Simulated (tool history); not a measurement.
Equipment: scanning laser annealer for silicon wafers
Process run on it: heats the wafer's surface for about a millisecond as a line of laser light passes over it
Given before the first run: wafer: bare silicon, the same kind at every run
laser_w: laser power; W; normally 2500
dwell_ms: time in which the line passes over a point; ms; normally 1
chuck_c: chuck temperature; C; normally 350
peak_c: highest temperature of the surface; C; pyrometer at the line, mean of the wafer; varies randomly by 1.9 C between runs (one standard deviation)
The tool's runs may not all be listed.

Run 1, day 0: usual settings. Result: peak_c 1139 C.
Run 2, day 0.442: usual settings. Result: peak_c 1141 C.
Run 3, day 1.025: usual settings but laser_w 2143 W. Result: peak_c 1018 C.
Run 4, day 1.888: usual settings but laser_w 2143 W. Result: peak_c 1017 C.
Run 5, day 2.392: usual settings but laser_w 2143 W. Result: peak_c 1020 C.
Run 6, day 2.942: usual settings but laser_w 2143 W. Result: peak_c 1018 C.
Run 7, day 3.408: usual settings. Result: peak_c 1136 C.
Run 8, day 3.792: usual settings but dwell_ms 0.91 ms. Result: peak_c 1110 C.
Run 9, day 4.492: usual settings but dwell_ms 0.91 ms. Result: peak_c 1101 C.
Run 10, day 4.962: usual settings but chuck_c 327 C. Result: peak_c 1113 C.
Run 11, day 5.658: usual settings. Result: peak_c 1133 C.
Run 12, day 6.492: usual settings. Result: peak_c 1135 C.
Run 13, day 7.008: usual settings. Result: peak_c 1135 C.
Run 14, day 7.658: usual settings but laser_w 2159 W, dwell_ms 0.9 ms, chuck_c 354 C. Result: peak_c 992 C.
Run 15, day 8.067: usual settings but laser_w 2355 W, dwell_ms 1.15 ms, chuck_c 342 C. Result: peak_c 1127 C.
Run 16, day 8.629: usual settings but laser_w 2355 W, dwell_ms 1.15 ms, chuck_c 342 C. Result: peak_c 1121 C.
At day 8.817: laser's power meter calibrated.
Run 17, day 9.304: usual settings but laser_w 2234 W. Result: peak_c 1043 C.
Run 18, day 9.754: usual settings but laser_w 2721 W, dwell_ms 1.01 ms. Result: peak_c 1208 C.
Run 19, day 10.621: usual settings but laser_w 2721 W, dwell_ms 1.01 ms. Result: peak_c 1212 C.
At day 11.212: laser's power meter calibrated, once more.
Run 20, day 11.375: usual settings but chuck_c 363 C. Result: peak_c 1147 C.
Run 21, day 11.871: usual settings but laser_w 2675 W, chuck_c 324 C. Result: peak_c 1163 C.
Run 22, day 12.438: usual settings but laser_w 2322 W, dwell_ms 0.8 ms, chuck_c 354 C. Result: peak_c 1013 C.
Run 23, day 13.192: usual settings but laser_w 2423 W, dwell_ms 1.1 ms, chuck_c 324 C. Result: peak_c 1109 C.
Run 24, day 13.562: usual settings but laser_w 2397 W, dwell_ms 1.01 ms, chuck_c 316 C. Result: peak_c 1067 C.
Run 25, day 14.212: usual settings but laser_w 2517 W, dwell_ms 1.08 ms, chuck_c 324 C. Result: peak_c 1133 C.

Predict each of these 3 candidate next runs independently; none follows another, all start after run 25:
Run A, day 14.658: usual settings but laser_w 2517 W, dwell_ms 1.08 ms, chuck_c 326 C. Result: peak_c ?.
Run B, day 14.658: usual settings but laser_w 2517 W, dwell_ms 1.08 ms, chuck_c 369 C. Result: peak_c ?.
Run C, day 14.658: usual settings but dwell_ms 0.96 ms. Result: peak_c ?.

run  peak_c
  A    1139
  B    1181
  C    1116
With the hidden condition removed and each run's random variation left untouched, the same runs would have given:
run  peak_c
  A    1178
  B    1220
  C    1153

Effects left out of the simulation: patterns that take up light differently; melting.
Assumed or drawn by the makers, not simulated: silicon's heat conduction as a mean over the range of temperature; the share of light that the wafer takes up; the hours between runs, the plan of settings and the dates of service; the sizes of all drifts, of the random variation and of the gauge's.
